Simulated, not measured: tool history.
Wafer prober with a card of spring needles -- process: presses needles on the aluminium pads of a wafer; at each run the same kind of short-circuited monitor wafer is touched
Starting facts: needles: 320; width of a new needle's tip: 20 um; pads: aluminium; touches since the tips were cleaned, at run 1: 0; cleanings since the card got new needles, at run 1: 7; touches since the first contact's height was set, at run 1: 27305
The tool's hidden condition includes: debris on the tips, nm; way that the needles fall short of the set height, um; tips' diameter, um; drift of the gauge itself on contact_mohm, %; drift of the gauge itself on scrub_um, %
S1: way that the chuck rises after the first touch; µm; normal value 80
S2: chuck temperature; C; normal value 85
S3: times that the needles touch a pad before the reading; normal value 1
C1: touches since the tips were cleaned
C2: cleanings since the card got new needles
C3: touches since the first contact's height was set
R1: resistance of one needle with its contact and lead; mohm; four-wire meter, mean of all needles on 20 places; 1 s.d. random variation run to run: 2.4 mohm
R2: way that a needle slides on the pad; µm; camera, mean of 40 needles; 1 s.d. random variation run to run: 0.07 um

{"run": 1, "hour": 0.0, "S1": 80, "S2": 85, "S3": 1, "C1": 0, "C2": 7, "C3": 27305, "R1": 276, "R2": 17.41}
{"hour": 8.9, "done": "tips cleaned on abrasive film"}
{"hour": 17.9, "done": "tips cleaned on abrasive film"}
{"hour": 26.8, "done": "tips cleaned on abrasive film"}
{"hour": 34.0, "done": "tips cleaned on abrasive film"}
{"hour": 41.5, "done": "tips cleaned on abrasive film"}
{"run": 2, "hour": 41.5, "S1": 80, "S2": 85, "S3": 1, "C1": 0, "C2": 12, "C3": 45936, "R1": 272, "R2": 17.47}
{"hour": 50.4, "done": "tips cleaned on abrasive film"}
{"hour": 59.4, "done": "tips cleaned on abrasive film"}
{"hour": 66.5, "done": "tips cleaned on abrasive film"}
{"hour": 75.5, "done": "tips cleaned on abrasive film"}
{"hour": 84.4, "done": "tips cleaned on abrasive film"}
{"hour": 93.3, "done": "tips cleaned on abrasive film"}
{"hour": 100.5, "done": "tips cleaned on abrasive film"}
{"run": 3, "hour": 100.8, "S1": 80, "S2": 85, "S3": 1, "C1": 144, "C2": 19, "C3": 72596, "R1": 273, "R2": 17.29}
{"hour": 108.0, "done": "tips cleaned on abrasive film"}
{"hour": 115.2, "done": "tips cleaned on abrasive film"}
{"hour": 124.1, "done": "tips cleaned on abrasive film"}
{"hour": 133.0, "done": "tips cleaned on abrasive film"}
{"run": 4, "hour": 136.4, "S1": 80, "S2": 85, "S3": 1, "C1": 1521, "C2": 23, "C3": 88579, "R1": 275, "R2": 17.41}
{"hour": 141.8, "done": "tips cleaned on abrasive film"}
{"hour": 150.7, "done": "tips cleaned on abrasive film"}
{"hour": 159.7, "done": "tips cleaned on abrasive film"}
{"hour": 168.6, "done": "tips cleaned on abrasive film"}
{"hour": 170.7, "done": "height of the first contact set anew"}
{"hour": 177.8, "done": "tips cleaned on abrasive film"}
{"hour": 186.8, "done": "tips cleaned on abrasive film"}
{"hour": 195.7, "done": "tips cleaned on abrasive film"}
{"run": 5, "hour": 199.0, "S1": 80, "S2": 85, "S3": 1, "C1": 1510, "C2": 30, "C3": 12760, "R1": 272, "R2": 17.2}
{"hour": 204.4, "done": "tips cleaned on abrasive film"}
{"hour": 213.4, "done": "tips cleaned on abrasive film"}
{"hour": 222.3, "done": "tips cleaned on abrasive film"}
{"hour": 231.3, "done": "tips cleaned on abrasive film"}
{"hour": 238.4, "done": "tips cleaned on abrasive film"}
{"hour": 247.4, "done": "tips cleaned on abrasive film"}
{"hour": 256.3, "done": "tips cleaned on abrasive film"}
{"hour": 265.2, "done": "tips cleaned on abrasive film"}
{"run": 6, "hour": 268.7, "S1": 80, "S2": 85, "S3": 1, "C1": 1560, "C2": 38, "C3": 44052, "R1": 270, "R2": 17.4}
{"hour": 274.1, "done": "tips cleaned on abrasive film"}
{"hour": 281.3, "done": "tips cleaned on abrasive film"}
{"hour": 290.2, "done": "tips cleaned on abrasive film"}
{"hour": 299.1, "done": "tips cleaned on abrasive film"}
{"hour": 308.1, "done": "tips cleaned on abrasive film"}
{"hour": 317.0, "done": "tips cleaned on abrasive film"}
{"run": 7, "hour": 322.7, "S1": 80, "S2": 85, "S3": 1, "C1": 2578, "C2": 44, "C3": 68325, "R1": 273, "R2": 17.3}
{"hour": 324.5, "done": "tips cleaned on abrasive film"}
{"hour": 333.5, "done": "tips cleaned on abrasive film"}
{"hour": 342.4, "done": "tips cleaned on abrasive film"}
{"hour": 351.4, "done": "tips cleaned on abrasive film"}
{"hour": 360.3, "done": "tips cleaned on abrasive film"}
{"hour": 369.2, "done": "tips cleaned on abrasive film"}
{"hour": 378.2, "done": "tips cleaned on abrasive film"}
{"run": 8, "hour": 383.9, "S1": 80, "S2": 85, "S3": 1, "C1": 2587, "C2": 51, "C3": 95822, "R1": 273, "R2": 17.34}
{"hour": 385.7, "done": "tips cleaned on abrasive film"}
{"hour": 394.7, "done": "tips cleaned on abrasive film"}
{"hour": 402.0, "done": "height of the first contact set anew"}
{"hour": 403.9, "done": "tips cleaned on abrasive film"}
{"hour": 412.8, "done": "tips cleaned on abrasive film"}
{"hour": 421.8, "done": "tips cleaned on abrasive film"}
{"hour": 430.7, "done": "tips cleaned on abrasive film"}
{"hour": 439.7, "done": "tips cleaned on abrasive film"}
{"hour": 448.6, "done": "tips cleaned on abrasive film"}
{"hour": 457.5, "done": "tips cleaned on abrasive film"}
{"run": 9, "hour": 462.0, "S1": 80, "S2": 85, "S3": 1, "C1": 2005, "C2": 60, "C3": 26915, "R1": 273, "R2": 17.39}
{"hour": 465.6, "done": "tips cleaned on abrasive film"}
{"hour": 472.8, "done": "tips cleaned on abrasive film"}
{"hour": 481.7, "done": "tips cleaned on abrasive film"}
{"hour": 490.6, "done": "tips cleaned on abrasive film"}
{"hour": 499.6, "done": "tips cleaned on abrasive film"}
{"hour": 506.7, "done": "tips cleaned on abrasive film"}
{"hour": 515.7, "done": "tips cleaned on abrasive film"}
{"hour": 524.6, "done": "tips cleaned on abrasive film"}
{"hour": 533.6, "done": "tips cleaned on abrasive film"}
{"hour": 542.5, "done": "tips cleaned on abrasive film"}
{"run": 10, "hour": 542.9, "S1": 80, "S2": 85, "S3": 1, "C1": 207, "C2": 70, "C3": 63280, "R1": 271, "R2": 17.3}
{"hour": 550.1, "done": "tips cleaned on abrasive film"}
{"hour": 559.1, "done": "tips cleaned on abrasive film"}
{"hour": 568.0, "done": "tips cleaned on abrasive film"}
{"hour": 576.9, "done": "tips cleaned on abrasive film"}
{"hour": 585.9, "done": "tips cleaned on abrasive film"}
{"hour": 594.8, "done": "tips cleaned on abrasive film"}
{"hour": 602.0, "done": "tips cleaned on abrasive film"}
{"hour": 610.9, "done": "tips cleaned on abrasive film"}
{"run": 11, "hour": 614.5, "S1": 80, "S2": 85, "S3": 1, "C1": 1615, "C2": 78, "C3": 95431, "R1": 269, "R2": 17.46}

Run 12, settings as shown, results not yet in. Your forecast:
{"hour": 618.2, "done": "tips cleaned on abrasive film"}
{"hour": 625.4, "done": "tips cleaned on abrasive film"}
{"hour": 632.8, "done": "height of the first contact set anew"}
{"hour": 634.6, "done": "tips cleaned on abrasive film"}
{"hour": 643.6, "done": "tips cleaned on abrasive film"}
{"run": 12, "hour": 650.2, "S1": 89, "S2": 90, "S3": 2, "C1": 3009, "C2": 82, "C3": 7831, "R1": "?", "R2": "?"}

R1: 275 mohm
R2: 19.35 µm
With no hidden state in the tool, this same run would have given R1 275 mohm, R2 19.36 µm.

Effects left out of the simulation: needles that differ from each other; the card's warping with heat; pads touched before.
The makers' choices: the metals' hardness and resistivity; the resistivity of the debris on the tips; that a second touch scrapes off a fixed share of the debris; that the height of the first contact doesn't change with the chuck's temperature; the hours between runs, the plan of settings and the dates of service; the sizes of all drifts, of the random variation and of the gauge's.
